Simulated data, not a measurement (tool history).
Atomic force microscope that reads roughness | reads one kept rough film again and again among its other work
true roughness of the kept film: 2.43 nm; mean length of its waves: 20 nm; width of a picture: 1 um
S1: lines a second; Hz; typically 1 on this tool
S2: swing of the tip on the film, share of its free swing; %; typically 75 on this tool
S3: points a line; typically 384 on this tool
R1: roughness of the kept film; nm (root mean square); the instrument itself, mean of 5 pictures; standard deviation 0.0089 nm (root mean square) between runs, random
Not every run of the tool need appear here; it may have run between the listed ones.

run	day	S1	S2	S3	R1
1	0	1	75	384	1.782
2	0.3	1	75	384	1.765
3	0.788	1	75	384	1.761
4	1.183	1	75	384	1.756
5	1.721	1	75	261	1.711
6	1.938	1	62	384	1.805
7	2.417	1	62	384	1.796
8	2.675	1	62	384	2.057
9	2.996	1	75	384	1.98
10	3.392	1	75	384	1.968
11	3.608	1	60	384	2.034
12	3.983	1	75	384	1.964
13	4.433	1	75	384	1.951
14	4.85	1	75	384	1.94
15	5.192	1	75	384	1.919
16	5.412	1	75	384	1.936
17	5.783	1	75	384	1.926
18	6.138	1	75	384	1.916
19	6.658	1.85	75	384	1.793
20	6.938	1.85	75	384	1.8
21	7.467	1	75	384	1.89
22	7.804	1	75	384	1.895
23	8.208	0.83	75	447	1.9
24	8.642	3.39	69	447	1.719
25	8.967	3.39	69	447	1.71
26	9.2	3	71	800	1.732
27	9.467	1.03	64	947	1.934
28	9.708	1	57	321	1.9
29	10.008	1	57	321	1.902
30	10.454	1	57	321	1.894
31	10.692	1	57	321	1.903
32	11.092	1	57	321	1.874
33	11.496	2	75	415	1.694
34	11.971	1.64	77	977	1.73
35	12.292	0.94	87	287	1.695
36	12.629	0.51	58	505	1.905
37	12.996	1	88	427	1.694
38	13.358	1	89	427	1.684
39	13.733	2.63	62	384	1.742
40	14.025	1	75	826	1.787
41	14.304	1.51	84	826	1.642

Not shown here: 1 entry made in the log between runs. Locate each between two listed runs and compare the hidden state at the listed run before it with the hidden state at the listed run after it:
Logged between run 7 and run 8: new tip fitted (day 2.475)
  radius of the tip, nm: 11.9 -> 5.2
  measured value less the no-hidden-state value, R1: -0.268 -> -0.013 nm (root mean square)
